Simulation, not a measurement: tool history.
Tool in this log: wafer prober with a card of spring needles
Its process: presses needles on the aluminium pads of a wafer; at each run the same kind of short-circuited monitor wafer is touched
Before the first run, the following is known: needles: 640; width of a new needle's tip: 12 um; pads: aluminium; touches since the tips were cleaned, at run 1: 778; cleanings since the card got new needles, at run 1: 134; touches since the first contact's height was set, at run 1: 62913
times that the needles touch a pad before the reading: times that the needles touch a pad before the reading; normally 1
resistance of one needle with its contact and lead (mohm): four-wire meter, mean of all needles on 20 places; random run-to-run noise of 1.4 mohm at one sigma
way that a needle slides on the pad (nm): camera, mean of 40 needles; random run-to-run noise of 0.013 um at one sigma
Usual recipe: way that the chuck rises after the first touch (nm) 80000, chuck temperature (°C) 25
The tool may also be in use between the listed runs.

run	hour	way that the chuck rises after the first touch (nm)	chuck temperature (°C)	times that the needles touch a pad before the reading	touches since the tips were cleaned	cleanings since the card got new needles	touches since the first contact's height was set	resistance of one needle with its contact and lead (mohm)	way that a needle slides on the pad (nm)
1	0.0	80000	25	1	778	134	62913	129	14510
# hour 8.4: tips cleaned on abrasive film
# hour 19.5: tips cleaned on abrasive film
2	22.2	80000	25	1	1575	136	75586	134	14440
# hour 29.0: tips cleaned on abrasive film
# hour 40.1: tips cleaned on abrasive film
# hour 49.1: height of the first contact set anew
# hour 50.8: tips cleaned on abrasive film
3	50.8	80000	25	1	0	139	914	125	14570
# hour 61.2: tips cleaned on abrasive film
4	66.5	80000	25	1	3030	140	9915	139	14580
# hour 70.7: tips cleaned on abrasive film
# hour 81.5: tips cleaned on abrasive film
5	82.9	80000	25	1	798	142	19239	129	14530
# hour 92.5: tips cleaned on abrasive film
6	99.5	80000	25	1	4000	143	28739	142	14530
# hour 103.6: tips cleaned on abrasive film
# hour 114.1: tips cleaned on abrasive film
7	117.2	80000	25	1	1795	145	38831	137	14490
# hour 124.3: tips cleaned on abrasive film
# hour 134.2: tips cleaned on abrasive film
8	134.2	80000	25	1	0	147	48552	124	14500
# hour 144.9: tips cleaned on abrasive film
# hour 156.3: tips cleaned on abrasive film
9	158.5	80000	25	1	1265	149	62394	132	14490
# hour 167.3: tips cleaned on abrasive film
10	175.9	80000	25	1	4943	150	72378	146	14480
# hour 177.6: tips cleaned on abrasive film
# hour 188.1: tips cleaned on abrasive film
11	196.2	80000	25	1	4641	152	83963	145	14470
# hour 197.9: tips cleaned on abrasive film
# hour 208.5: tips cleaned on abrasive film
# hour 208.8: height of the first contact set anew
# hour 219.1: tips cleaned on abrasive film
# hour 228.6: tips cleaned on abrasive film
12	228.6	80000	25	1	0	156	11262	126	14550
# hour 239.7: tips cleaned on abrasive film
# hour 251.5: tips cleaned on abrasive film
# hour 261.4: tips cleaned on abrasive film
13	262.0	80000	25	2	331	159	30354	125	14540
# hour 273.0: tips cleaned on abrasive film
14	280.1	80000	25	1	4087	160	40716	141	14560
# hour 284.3: tips cleaned on abrasive film
# hour 294.6: tips cleaned on abrasive film
15	300.4	80000	25	2	3360	162	52314	135	14500
# hour 305.2: tips cleaned on abrasive film
# hour 316.7: tips cleaned on abrasive film
16	325.6	80000	25	2	5183	164	66725	138	14490
# hour 327.9: tips cleaned on abrasive film
# hour 337.8: tips cleaned on abrasive film
# hour 347.7: tips cleaned on abrasive film
17	355.5	74000	63	1	4503	167	83780	156	13390
# hour 357.3: tips cleaned on abrasive film
# hour 366.9: height of the first contact set anew
# hour 369.2: tips cleaned on abrasive film
18	371.6	74000	63	1	1364	169	2652	141	13480
# hour 379.4: tips cleaned on abrasive film
19	386.3	60000	25	2	3938	170	11040	143	10910
# hour 390.9: tips cleaned on abrasive film
# hour 401.8: tips cleaned on abrasive film
# hour 412.4: tips cleaned on abrasive film
20	418.3	60000	25	2	3408	173	29326	144	10880
# hour 422.6: tips cleaned on abrasive film
# hour 432.1: tips cleaned on abrasive film
21	439.3	60000	25	2	4198	175	41343	145	10860
# hour 443.2: tips cleaned on abrasive film
# hour 453.5: tips cleaned on abrasive film
22	458.7	60000	26	2	2956	177	52365	142	10850
# hour 463.2: tips cleaned on abrasive film
# hour 473.9: tips cleaned on abrasive film
# hour 484.0: tips cleaned on abrasive film
23	487.1	62000	31	3	1807	180	68590	132	11220
# hour 493.7: tips cleaned on abrasive film
# hour 505.1: tips cleaned on abrasive film
24	507.9	80000	61	2	1614	182	80462	136	14460
# hour 516.0: tips cleaned on abrasive film
# hour 525.7: height of the first contact set anew
# hour 526.4: tips cleaned on abrasive film
25	526.4	97000	61	3	0	184	390	129	17680
# hour 536.8: tips cleaned on abrasive film
26	543.9	66000	86	1	4058	185	10376	158	12040
# hour 546.3: tips cleaned on abrasive film
# hour 557.8: tips cleaned on abrasive film
# hour 567.5: tips cleaned on abrasive film
27	571.0	66000	86	1	2055	188	25856	151	11960
# hour 578.2: tips cleaned on abrasive film
# hour 589.7: tips cleaned on abrasive film
28	595.4	66000	86	1	3273	190	39786	158	11980
# hour 600.9: tips cleaned on abrasive film
# hour 611.5: tips cleaned on abrasive film
29	615.7	66000	86	1	2444	192	51378	153	11960
# hour 622.6: tips cleaned on abrasive film
# hour 632.3: tips cleaned on abrasive film
# hour 642.2: tips cleaned on abrasive film
30	645.8	68000	71	1	2067	195	68509	149	12310

3 ways to go on from here, each from the tool as it stands after run 30. What would each give?
# hour 652.7: tips cleaned on abrasive film
# hour 662.9: tips cleaned on abrasive film
A	671.7	80000	58	1	5038	197	83326	?	?
# hour 652.7: tips cleaned on abrasive film
# hour 662.9: tips cleaned on abrasive film
B	671.7	88000	25	1	5038	197	83326	?	?
# hour 652.7: tips cleaned on abrasive film
# hour 662.9: tips cleaned on abrasive film
C	671.7	74000	26	1	5038	197	83326	?	?

run	resistance of one needle with its contact and lead (mohm)	way that a needle slides on the pad (nm)
A	150	14470
B	142	15940
C	150	13380
With the hidden condition removed and each run's random variation left untouched, the same runs would have given:
run	resistance of one needle with its contact and lead (mohm)	way that a needle slides on the pad (nm)
A	128	14580
B	123	16050
C	123	13490
